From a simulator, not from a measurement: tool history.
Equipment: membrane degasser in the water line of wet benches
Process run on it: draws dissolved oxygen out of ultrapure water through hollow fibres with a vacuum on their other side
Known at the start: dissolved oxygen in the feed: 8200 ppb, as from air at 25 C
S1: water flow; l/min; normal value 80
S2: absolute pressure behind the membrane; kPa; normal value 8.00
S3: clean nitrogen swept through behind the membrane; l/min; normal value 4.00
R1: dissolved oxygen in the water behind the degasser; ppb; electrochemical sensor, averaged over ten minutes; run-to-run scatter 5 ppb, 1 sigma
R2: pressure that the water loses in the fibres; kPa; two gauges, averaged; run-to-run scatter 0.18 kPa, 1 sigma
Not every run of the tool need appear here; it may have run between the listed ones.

run,day,S1,S2,S3,R1,R2
1,0.000,80,8.00,4.00,496.6,33.79
2,2.667,80,8.00,4.00,493.2,33.54
3,5.938,80,8.00,4.00,485.3,34.01
4,9.308,80,8.00,4.00,503.6,33.89
5,10.929,80,8.00,4.00,496.4,33.90
6,13.858,80,8.00,5.80,440.5,33.63
7,16.117,80,8.00,4.00,488.9,33.71
8,17.717,80,8.00,4.00,502.5,33.30
# day 21.092: vacuum gauge calibrated
9,21.475,80,8.00,4.00,500.2,33.51
10,23.212,80,8.00,3.73,508.5,33.71
11,25.329,80,8.00,6.21,435.8,33.65
12,28.238,66,8.00,6.21,307.3,27.86
13,31.971,80,8.00,9.98,392.5,33.69
14,34.892,80,8.00,9.98,385.1,33.72
15,37.242,68,8.00,4.00,373.3,28.67
16,40.104,68,8.00,4.00,380.0,28.52
17,42.917,68,14.42,9.96,384.1,28.38
18,46.004,52,8.00,10.46,161.9,21.98
19,47.658,52,8.00,10.46,161.6,21.80
20,51.092,80,8.00,9.31,395.5,33.57
21,54.342,91,8.94,6.50,550.5,38.51
22,57.946,91,8.94,6.50,557.9,38.34
23,61.196,107,5.62,3.83,662.1,44.81
24,64.683,59,8.47,11.91,211.5,24.83
25,66.654,80,12.50,4.00,676.4,33.57
26,68.579,80,12.50,4.00,682.5,33.75
27,71.900,80,12.50,4.00,671.0,34.03
28,75.292,80,4.93,2.47,411.8,33.83
29,78.233,53,5.65,4.00,183.2,22.34

Forecast run 30:
30,80.229,54,7.19,9.77,?,?

{"run 30": {"R1": 167.0, "R2": 22.55}}
Take away the tool's hidden state, keep the run-to-run variation as it was, and the same run would have given R1 166.8 ppb, R2 22.54 kPa.

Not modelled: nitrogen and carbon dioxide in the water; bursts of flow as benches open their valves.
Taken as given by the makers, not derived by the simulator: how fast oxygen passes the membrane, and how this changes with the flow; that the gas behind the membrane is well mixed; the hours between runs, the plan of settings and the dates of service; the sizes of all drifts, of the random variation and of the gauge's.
